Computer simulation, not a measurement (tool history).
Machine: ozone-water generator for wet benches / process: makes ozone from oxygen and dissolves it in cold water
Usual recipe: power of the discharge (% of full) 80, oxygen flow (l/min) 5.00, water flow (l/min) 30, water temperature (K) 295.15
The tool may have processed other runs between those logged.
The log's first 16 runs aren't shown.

run	hour	power of the discharge (% of full)	oxygen flow (l/min)	water flow (l/min)	water temperature (K)	hours of work since the electrodes were changed	hours of work since the contactor was cleaned	hours of work since the thermometer was calibrated	dissolved ozone (ppm)	ozone in the gas ahead of the water (g/m3)
17	476.2	80	4.21	30	292.15	1119	852	3981	11.5	192.3
18	508.9	80	4.21	30	292.15	1142	875	4004	11.2	190.3
# hour 525.6: water thermometer calibrated
19	540.5	80	4.21	30	292.15	1164	896	11	11.4	188.8
20	565.2	80	3.00	30	301.15	1181	914	28	9.3	217.9
21	611.2	86	7.23	41	293.15	1213	946	60	10.2	165.2
22	658.9	86	7.23	32	291.15	1247	980	94	13.1	163.0
23	707.3	96	7.23	24	291.15	1281	1014	128	18.3	177.9
24	732.0	79	5.00	32	293.15	1298	1031	145	11.0	175.7
25	766.5	54	5.00	30	295.15	1323	1055	169	8.6	133.2
26	809.8	97	8.12	39	295.15	1353	1086	200	11.8	169.8
27	836.9	80	4.03	30	292.15	1372	1105	219	11.2	193.7
28	873.8	42	5.00	30	295.15	1398	1131	245	6.9	108.3
29	906.2	60	8.94	47	295.15	1421	1153	268	7.0	113.6
30	953.7	98	5.77	31	296.15	1454	1187	301	13.3	198.6
31	995.3	98	5.77	31	296.15	1483	1216	330	13.4	198.9
32	1016.1	88	5.11	19	290.15	1498	1231	345	19.9	191.2

3 ways to go on from here, each from the tool as it stands after run 32. What would each give?
A	1053.9	80	7.01	28	294.15	1525	1257	371	?	?
B	1053.9	98	5.00	19	295.15	1525	1257	371	?	?
C	1053.9	88	5.11	19	294.15	1525	1257	371	?	?

run	dissolved ozone (ppm)	ozone in the gas ahead of the water (g/m3)
A	13.1	156.7
B	19.9	209.2
C	18.5	190.0
Stripped of hidden state, with their random variation kept, the same runs would have yielded:
run	dissolved ozone (ppm)	ozone in the gas ahead of the water (g/m3)
A	13.1	156.7
B	20.0	209.3
C	18.5	190.0
